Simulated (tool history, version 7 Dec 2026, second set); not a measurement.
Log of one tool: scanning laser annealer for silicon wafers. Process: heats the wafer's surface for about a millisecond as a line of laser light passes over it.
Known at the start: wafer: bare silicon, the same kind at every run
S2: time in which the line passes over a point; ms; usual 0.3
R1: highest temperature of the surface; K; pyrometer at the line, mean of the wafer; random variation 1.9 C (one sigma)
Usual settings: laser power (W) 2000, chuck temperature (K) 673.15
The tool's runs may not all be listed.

{"run": 1, "hour": 0.0, "laser power (W)": 2000, "S2": 0.3, "chuck temperature (K)": 673.15, "R1": 1473.15}
{"run": 2, "hour": 21.2, "laser power (W)": 2000, "S2": 0.3, "chuck temperature (K)": 673.15, "R1": 1470.15}
{"run": 3, "hour": 54.0, "laser power (W)": 2000, "S2": 0.3, "chuck temperature (K)": 643.15, "R1": 1440.15}
{"run": 4, "hour": 81.3, "laser power (W)": 2000, "S2": 0.3, "chuck temperature (K)": 643.15, "R1": 1437.15}
{"run": 5, "hour": 104.3, "laser power (W)": 2000, "S2": 0.3, "chuck temperature (K)": 673.15, "R1": 1468.15}
{"run": 6, "hour": 128.3, "laser power (W)": 2000, "S2": 0.3, "chuck temperature (K)": 673.15, "R1": 1463.15}
{"run": 7, "hour": 174.8, "laser power (W)": 2000, "S2": 0.261, "chuck temperature (K)": 673.15, "R1": 1407.15}
{"run": 8, "hour": 207.0, "laser power (W)": 2000, "S2": 0.261, "chuck temperature (K)": 673.15, "R1": 1407.15}
{"run": 9, "hour": 231.2, "laser power (W)": 1929, "S2": 0.29, "chuck temperature (K)": 651.15, "R1": 1394.15}
{"run": 10, "hour": 251.9, "laser power (W)": 1818, "S2": 0.344, "chuck temperature (K)": 673.15, "R1": 1425.15}
{"run": 11, "hour": 297.3, "laser power (W)": 2000, "S2": 0.277, "chuck temperature (K)": 706.15, "R1": 1455.15}
{"run": 12, "hour": 327.9, "laser power (W)": 2137, "S2": 0.3, "chuck temperature (K)": 701.15, "R1": 1532.15}
{"run": 13, "hour": 355.4, "laser power (W)": 2159, "S2": 0.271, "chuck temperature (K)": 695.15, "R1": 1490.15}
{"run": 14, "hour": 391.1, "laser power (W)": 2159, "S2": 0.271, "chuck temperature (K)": 695.15, "R1": 1486.15}
{"run": 15, "hour": 419.0, "laser power (W)": 1837, "S2": 0.3, "chuck temperature (K)": 673.15, "R1": 1377.15}
{"run": 16, "hour": 445.9, "laser power (W)": 1837, "S2": 0.3, "chuck temperature (K)": 673.15, "R1": 1374.15}

4 ways to go on from here, each from the tool as it stands after run 16. What would each give?
{"hour": 479.3, "done": "window over the wafer cleaned"}
{"run": "A", "hour": 479.7, "laser power (W)": 1860, "S2": 0.324, "chuck temperature (K)": 673.15, "R1": "?"}
{"hour": 479.3, "done": "window over the wafer cleaned"}
{"run": "B", "hour": 479.7, "laser power (W)": 1798, "S2": 0.3, "chuck temperature (K)": 673.15, "R1": "?"}
{"hour": 479.3, "done": "window over the wafer cleaned"}
{"run": "C", "hour": 479.7, "laser power (W)": 2000, "S2": 0.306, "chuck temperature (K)": 640.15, "R1": "?"}
{"hour": 479.3, "done": "window over the wafer cleaned"}
{"run": "D", "hour": 479.7, "laser power (W)": 1837, "S2": 0.371, "chuck temperature (K)": 673.15, "R1": "?"}

run=A R1=1451.15
run=B R1=1397.15
run=C R1=1459.15
run=D R1=1494.15
Without the tool's hidden state the same runs would have given:
run=A R1=1463.15
run=B R1=1408.15
run=C R1=1471.15
run=D R1=1507.15

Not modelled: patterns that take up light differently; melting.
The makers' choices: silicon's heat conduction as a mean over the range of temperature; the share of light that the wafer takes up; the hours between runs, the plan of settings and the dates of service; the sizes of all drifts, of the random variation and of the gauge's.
